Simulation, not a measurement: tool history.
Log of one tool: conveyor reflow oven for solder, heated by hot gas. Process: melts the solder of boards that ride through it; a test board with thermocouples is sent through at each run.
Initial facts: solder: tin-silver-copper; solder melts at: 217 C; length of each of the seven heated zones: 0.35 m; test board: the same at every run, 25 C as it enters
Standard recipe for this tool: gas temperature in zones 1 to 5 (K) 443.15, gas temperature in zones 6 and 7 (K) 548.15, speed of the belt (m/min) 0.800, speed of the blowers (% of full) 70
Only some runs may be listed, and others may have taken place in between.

run	day	gas temperature in zones 1 to 5 (K)	gas temperature in zones 6 and 7 (K)	speed of the belt (m/min)	speed of the blowers (% of full)	highest temperature of the board (K)	time above the solder's melting point (s)
1	0.000	443.15	548.15	0.800	70	534.25	43.6
2	2.479	443.15	551.15	0.800	70	536.75	44.4
3	3.988	443.15	551.15	0.800	70	537.15	44.1
4	5.725	443.15	551.15	0.800	70	537.35	44.3
5	7.542	443.15	551.15	0.800	70	537.35	44.6
6	9.283	443.15	551.15	0.800	70	537.05	44.0
7	11.975	443.15	551.15	0.800	70	536.95	44.4
8	13.329	443.15	548.15	0.800	70	534.05	43.4
9	14.796	443.15	548.15	0.800	70	533.95	43.5
10	17.596	443.15	548.15	0.800	70	534.15	43.5
# day 20.521: flux residue cleaned out of gas plates and filters
11	20.662	443.15	548.15	0.800	70	533.15	43.0
12	22.871	457.15	552.15	0.753	55	536.75	50.8
13	24.542	447.15	538.15	0.820	74	525.55	39.9
# day 25.892: belt drive overhauled, speed set with a stopwatch
14	26.183	450.15	548.15	0.666	85	542.35	56.4
15	28.117	439.15	548.15	0.907	60	522.55	30.1
16	29.538	441.15	546.15	0.826	70	528.85	37.7
17	31.767	447.15	560.15	0.800	77	545.05	46.6
18	33.767	447.15	560.15	0.800	77	545.95	47.0
# day 34.371: flux residue cleaned out of gas plates and filters, once more
19	36.017	447.15	560.15	0.800	77	548.85	48.2
20	38.217	447.15	561.15	0.726	77	552.65	54.1
21	40.292	443.15	536.15	0.726	77	529.05	45.4
22	41.833	453.15	561.15	0.726	77	553.25	55.8

For some of the steps in highest temperature of the board (K) from one run to the next: how much would appear even if the tool had no hidden state, given the settings, what came in and random variation, and how much remains for the hidden state plus any gauge scatter that the measured result and the result without hidden state don't share?
Hidden conditions of the tool in this case: heat that the gas passes to the board, % of a clean oven's; belt's true speed, % of the reading; true gas temperature in zones 6 and 7 over the reading, C; drift of the gauge itself on peak_c, C; drift of the gauge itself on liquid_s, %.
Run 14 -> 15: gas temperature in zones 1 to 5 (K) 450.15 -> 439.15, speed of the belt (m/min) 0.666 -> 0.907, speed of the blowers (% of full) 85 -> 60. highest temperature of the board (K) -19.80: hidden state -1.60, all else -18.20.
Run 18 -> 19: flux residue cleaned out of gas plates and filters, once more. highest temperature of the board (K) +2.90: hidden state +3.40, all else -0.50.
Run 20 -> 21: gas temperature in zones 1 to 5 (K) 447.15 -> 443.15, gas temperature in zones 6 and 7 (K) 561.15 -> 536.15. highest temperature of the board (K) -23.60: hidden state -0.10, all else -23.50.
Run 21 -> 22: gas temperature in zones 1 to 5 (K) 443.15 -> 453.15, gas temperature in zones 6 and 7 (K) 536.15 -> 561.15. highest temperature of the board (K) +24.20: hidden state +0.00, all else +24.20.

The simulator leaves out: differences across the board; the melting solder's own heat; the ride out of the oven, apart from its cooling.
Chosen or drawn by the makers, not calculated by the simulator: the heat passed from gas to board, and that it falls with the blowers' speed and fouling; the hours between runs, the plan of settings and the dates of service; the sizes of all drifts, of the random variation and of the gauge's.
